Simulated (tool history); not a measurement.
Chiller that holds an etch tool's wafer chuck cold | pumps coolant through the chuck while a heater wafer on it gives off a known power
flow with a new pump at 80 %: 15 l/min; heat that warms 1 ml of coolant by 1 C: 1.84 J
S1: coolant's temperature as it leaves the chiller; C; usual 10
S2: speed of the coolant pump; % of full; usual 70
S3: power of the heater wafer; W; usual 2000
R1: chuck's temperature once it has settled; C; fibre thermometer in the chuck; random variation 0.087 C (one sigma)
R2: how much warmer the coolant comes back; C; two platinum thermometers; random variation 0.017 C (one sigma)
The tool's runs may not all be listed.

run,hour,S1,S2,S3,R1,R2
1,0.0,10,70,2000,24.41,5.07
2,48.8,10,70,2000,24.31,5.07
3,101.0,10,70,2000,24.39,5.06
4,128.5,10,70,2000,24.43,5.10
5,174.6,10,70,2000,24.33,5.08
6,197.8,10,70,2000,24.72,5.09
# hour 203.0: chiller's thermometer calibrated
7,246.2,10,70,2000,24.48,5.09
8,294.4,10,70,2000,24.47,5.08
9,321.8,10,70,2000,24.46,5.08
10,361.9,14,86,1880,26.09,3.89
# hour 396.4: chiller's thermometer calibrated, once more
11,401.0,0,70,1672,11.99,4.26
12,444.3,11,70,1067,18.76,2.73
13,468.2,9,70,1067,16.65,2.74
14,515.2,10,94,2842,27.61,5.42
15,566.1,10,94,2842,27.74,5.40
16,604.7,8,62,1983,23.41,5.69
17,647.4,18,60,1182,27.26,3.51

The same runs without the tool's hidden state, with the same run-to-run variation:
The hidden state here: heat passed by the chuck's channels, % of clean ones'; flow at a given pump speed, % of a new pump's; coolant's true temperature over the reading, C; drift of the gauge itself on chuck_c, C; drift of the gauge itself on warmer_back_c, C.
run,R1,R2
1,23.97,4.96
2,23.86,4.96
3,23.92,4.95
4,23.96,4.98
5,23.84,4.96
6,24.23,4.98
7,24.04,4.97
8,24.02,4.95
9,24.00,4.95
10,25.71,3.80
11,11.53,4.15
12,18.49,2.66
13,16.37,2.66
14,26.86,5.27
15,26.96,5.26
16,22.76,5.53
17,26.90,3.41
